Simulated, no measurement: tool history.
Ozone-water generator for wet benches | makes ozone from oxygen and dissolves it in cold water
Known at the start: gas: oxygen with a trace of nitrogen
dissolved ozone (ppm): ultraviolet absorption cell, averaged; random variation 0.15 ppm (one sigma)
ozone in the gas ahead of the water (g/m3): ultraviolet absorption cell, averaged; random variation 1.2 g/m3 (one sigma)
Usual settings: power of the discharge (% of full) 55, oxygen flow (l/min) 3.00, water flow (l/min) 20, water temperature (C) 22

run    hour  power of the discharge (% of full)  oxygen flow (l/min)  water flow (l/min)  water temperature (C)  dissolved ozone (ppm)  ozone in the gas ahead of the water (g/m3)
  1     0.0                                  55                 3.00                  20                     22                   17.5                                       224.1
  2    31.3                                  55                 3.00                  20                     22                   17.5                                       221.8
  3    53.9                                  55                 2.12                  20                     22                   16.1                                       259.1
  4    82.8                                  55                 2.12                  20                     22                   16.0                                       257.5
  5   131.9                                  55                 3.00                  20                     26                   16.9                                       222.3
  6   187.0                                  55                 3.00                  20                     26                   16.3                                       223.0
  7   210.0                                  55                 3.00                  20                     26                   16.3                                       222.9
  8   242.5                                  55                 3.00                  20                     22                   17.6                                       221.1
  9   284.2                                  55                 3.00                  20                     22                   17.3                                       219.0
 10   330.3                                  55                 3.00                  20                     22                   17.1                                       221.2
 11   366.1                                  55                 3.00                  20                     22                   17.3                                       221.4
 12   420.4                                  55                 3.00                  12                     22                   26.0                                       220.4
 13   457.8                                  55                 3.00                  20                     15                   18.6                                       220.7
      474.5  -- water thermometer calibrated
 14   495.4                                  55                 3.00                  20                     15                   18.8                                       219.1
 15   520.3                                  55                 3.00                  20                     22                   17.2                                       218.1
 16   551.3                                  55                 3.00                  20                     22                   17.3                                       220.6
 17   597.9                                  55                 3.00                  20                     22                   17.4                                       216.8
 18   625.3                                  55                 3.00                  20                     22                   17.4                                       216.2
 19   674.5                                  55                 3.00                  20                     22                   17.4                                       218.2
 20   701.6                                  94                 5.37                  20                     22                   29.4                                       262.5
 21   742.4                                  55                 3.00                  28                     20                   12.5                                       216.5
 22   796.6                                  41                 3.55                  28                     19                   10.5                                       160.0
 23   831.2                                  41                 3.55                  28                     19                   10.8                                       160.7
 24   862.9                                  84                 3.51                  25                     15                   21.8                                       285.6
 25   905.8                                  56                 1.90                  28                     22                   10.7                                       268.1
 26   937.9                                  56                 1.90                  28                     22                   10.7                                       268.6
 27   968.2                                  56                 1.90                  28                     22                   10.9                                       265.1
 28  1010.8                                  55                 5.20                  20                     21                   18.9                                       172.5
 29  1039.5                                  55                 5.20                  20                     21                   18.8                                       170.2
 30  1093.3                                  55                 1.88                  20                     22                   14.9                                       261.5
 31  1122.6                                  55                 1.88                  20                     22                   14.9                                       263.1
 32  1166.6                                  55                 5.02                  16                     22                   21.7                                       170.1
 33  1216.9                                  97                 2.91                  12                     25                   38.2                                       341.7
 34  1246.9                                  59                 2.91                  25                     25                   13.9                                       230.3

Forecast each of these 3 alternatives for the next run:
  A  1271.2                                  40                 2.91                  25                     25                      ?                                           ?
  B  1271.2                                  59                 2.21                  25                     25                      ?                                           ?
  C  1271.2                                  55                 3.00                  25                     27                      ?                                           ?

run  dissolved ozone (ppm)  ozone in the gas ahead of the water (g/m3)
  A                   10.2                                       168.4
  B                   12.8                                       259.4
  C                   12.9                                       213.0
Without the tool's hidden state the same runs would have given:
run  dissolved ozone (ppm)  ozone in the gas ahead of the water (g/m3)
  A                   10.6                                       174.5
  B                   13.7                                       274.5
  C                   13.7                                       224.6
